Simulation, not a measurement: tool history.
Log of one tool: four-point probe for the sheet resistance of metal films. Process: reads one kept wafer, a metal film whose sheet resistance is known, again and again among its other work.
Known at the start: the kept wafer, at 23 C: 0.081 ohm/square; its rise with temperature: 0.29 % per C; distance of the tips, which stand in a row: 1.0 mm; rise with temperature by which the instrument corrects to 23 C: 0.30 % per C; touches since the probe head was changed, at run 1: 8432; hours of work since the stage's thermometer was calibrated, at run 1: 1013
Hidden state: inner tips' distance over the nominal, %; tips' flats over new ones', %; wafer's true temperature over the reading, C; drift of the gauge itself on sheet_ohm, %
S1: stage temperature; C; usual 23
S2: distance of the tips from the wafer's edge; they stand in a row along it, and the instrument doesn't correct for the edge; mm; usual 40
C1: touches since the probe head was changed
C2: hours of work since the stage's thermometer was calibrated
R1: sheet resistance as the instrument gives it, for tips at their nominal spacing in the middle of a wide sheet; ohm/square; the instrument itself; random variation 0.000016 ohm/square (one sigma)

Run 1, hour 0: usual settings; C1 8432; C2 1013. Result: R1 0.08076 ohm/square.
Run 2, hour 12.2: usual settings but S2 18 mm; C1 8763; C2 1020. Result: R1 0.080842 ohm/square.
Run 3, hour 19.5: usual settings but S2 18 mm; C1 8960; C2 1024. Result: R1 0.080861 ohm/square.
Run 4, hour 31.1: usual settings but S1 26 C; C1 9270; C2 1031. Result: R1 0.080733 ohm/square.
Run 5, hour 41.8: usual settings but S2 47 mm; C1 9561; C2 1037. Result: R1 0.080716 ohm/square.
Run 6, hour 57.3: usual settings but S2 47 mm; C1 9978; C2 1046. Result: R1 0.080748 ohm/square.
Run 7, hour 70.2: usual settings; C1 10326; C2 1053. Result: R1 0.080769 ohm/square.
Run 8, hour 77.1: usual settings; C1 10513; C2 1057. Result: R1 0.080729 ohm/square.
Run 9, hour 87.9: usual settings; C1 10805; C2 1063. Result: R1 0.080747 ohm/square.
Run 10, hour 102.1: usual settings; C1 11188; C2 1071. Result: R1 0.080768 ohm/square.
Run 11, hour 115.6: usual settings; C1 11551; C2 1079. Result: R1 0.080757 ohm/square.
Run 12, hour 125.2: usual settings; C1 11810; C2 1084. Result: R1 0.080749 ohm/square.
Run 13, hour 132.2: usual settings; C1 11999; C2 1088. Result: R1 0.080748 ohm/square.
Run 14, hour 141.8: usual settings; C1 12259; C2 1094. Result: R1 0.080756 ohm/square.
Run 15, hour 151.5: usual settings; C1 12519; C2 1099. Result: R1 0.080745 ohm/square.
Run 16, hour 160.8: usual settings; C1 12772; C2 1105. Result: R1 0.080777 ohm/square.
Run 17, hour 176.5: usual settings; C1 13194; C2 1113. Result: R1 0.080749 ohm/square.
Run 18, hour 189.4: usual settings; C1 13542; C2 1121. Result: R1 0.080753 ohm/square.
Run 19, hour 200.2: usual settings; C1 13835; C2 1127. Result: R1 0.080784 ohm/square.
Run 20, hour 211.6: usual settings but S1 26 C, S2 3 mm; C1 14142; C2 1133. Result: R1 0.085261 ohm/square.
Run 21, hour 223.2: usual settings but S1 28 C, S2 9 mm; C1 14455; C2 1140. Result: R1 0.081224 ohm/square.
Run 22, hour 234.5: usual settings but S2 55 mm; C1 14759; C2 1146. Result: R1 0.080755 ohm/square.
Run 23, hour 246.8: usual settings but S2 55 mm; C1 15092; C2 1153. Result: R1 0.080771 ohm/square.
Run 24, hour 261.5: usual settings but S1 19 C, S2 24 mm; C1 15487; C2 1162. Result: R1 0.080834 ohm/square.
Run 25, hour 275.8: usual settings but S1 19 C, S2 24 mm; C1 15873; C2 1170. Result: R1 0.080829 ohm/square.
Run 26, hour 291.9: usual settings but S1 29 C, S2 46 mm; C1 16308; C2 1179. Result: R1 0.080712 ohm/square.
Run 27, hour 308.4: usual settings but S1 19 C, S2 23 mm; C1 16753; C2 1188. Result: R1 0.080826 ohm/square.
Run 28, hour 322.8: usual settings but S1 19 C, S2 23 mm; C1 17142; C2 1197. Result: R1 0.080828 ohm/square.
Run 29, hour 335.4: usual settings but S1 19 C, S2 23 mm; C1 17483; C2 1204. Result: R1 0.080873 ohm/square.
Run 30, hour 347: usual settings but S1 19 C, S2 23 mm; C1 17796; C2 1210. Result: R1 0.080829 ohm/square.
Run 31, hour 355.7: usual settings but S1 19 C, S2 23 mm; C1 18029; C2 1215. Result: R1 0.080829 ohm/square.
Run 32, hour 368.4: usual settings but S2 26 mm; C1 18372; C2 1223. Result: R1 0.080806 ohm/square.
Run 33, hour 382.5: usual settings but S1 19 C, S2 36 mm; C1 18754; C2 1231. Result: R1 0.080784 ohm/square.
Run 34, hour 397: usual settings but S1 20 C, S2 23 mm; C1 19143; C2 1239. Result: R1 0.080862 ohm/square.
Run 35, hour 406.6: usual settings but S1 20 C, S2 23 mm; C1 19403; C2 1244. Result: R1 0.080839 ohm/square.
Run 36, hour 414.9: usual settings but S1 20 C, S2 23 mm; C1 19627; C2 1249. Result: R1 0.080837 ohm/square.
Run 37, hour 422.3: usual settings but S1 20 C, S2 23 mm; C1 19825; C2 1253. Result: R1 0.080833 ohm/square.
Run 38, hour 430.4: usual settings but S1 20 C, S2 23 mm; C1 20046; C2 1258. Result: R1 0.08083 ohm/square.

Measured less the same run without the tool's hidden state. The same run-to-run variation is in both; the gauge's scatter may not be:
run         R1
  1  -0.000278
  2  -0.000279
  3  -0.000278
  4  -0.000277
  5  -0.000277
  6  -0.000277
  7  -0.000277
  8  -0.000276
  9  -0.000276
 10  -0.000276
 11  -0.000276
 12  -0.000276
 13  -0.000275
 14  -0.000275
 15  -0.000275
 16  -0.000275
 17  -0.000274
 18  -0.000274
 19  -0.000275
 20  -0.000287
 21  -0.000275
 22  -0.000273
 23  -0.000273
 24  -0.000273
 25  -0.000273
 26  -0.000271
 27  -0.000272
 28  -0.000272
 29  -0.000272
 30  -0.000272
 31  -0.000272
 32  -0.000271
 33  -0.000271
 34   -0.00027
 35   -0.00027
 36   -0.00027
 37   -0.00027
 38  -0.000269
